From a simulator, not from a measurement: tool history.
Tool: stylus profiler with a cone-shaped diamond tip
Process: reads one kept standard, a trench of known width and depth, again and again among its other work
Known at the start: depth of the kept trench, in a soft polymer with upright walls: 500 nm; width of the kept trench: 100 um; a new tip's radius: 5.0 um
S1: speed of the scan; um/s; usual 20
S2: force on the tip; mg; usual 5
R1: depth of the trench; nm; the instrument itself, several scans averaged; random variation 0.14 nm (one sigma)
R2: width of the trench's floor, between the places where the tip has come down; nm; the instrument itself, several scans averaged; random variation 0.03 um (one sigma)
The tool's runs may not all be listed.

run   hour  S1     S2      R1     R2
  1      0  20      5   509.7  94490
  2   75.2  20      5   510.1  94460
  3    133  20      5  510.02  94440
  4  187.1  20      5  510.47  94460
  5  248.5  20      5   510.3  94420
  6  293.1  20   6.48  511.64  94450
  7  356.2  20      5  510.54  94440
  8  406.6  20      5  510.46  94380
  9  439.5  20      5  510.59  94370
 10  478.9  20      5  510.59  94400
 11  545.7  59      5  510.93  94350
 12  601.5  59      5  510.62  94280
 13  664.4  59      5  510.88  94240
     694.4  -- height scale calibrated on a step standard
 14  702.6  20   5.14  505.42  94280
 15    755  20  11.56  508.98  94320
 16  797.2  20      5  505.46  94290
 17  851.3  20      5  505.64  94210
 18  888.9  20      5  505.78  94250
 19  932.3   7      5  505.56  94270
 20  995.5  20   9.07   508.2  94170

Forecast run 21:
 21  1032.4  20  9.07   ?   ?

R1: 508.13 nm
R2: 94260 nm
Without the tool's hidden state the same run would have given R1 507.42 nm, R2 95670 nm.
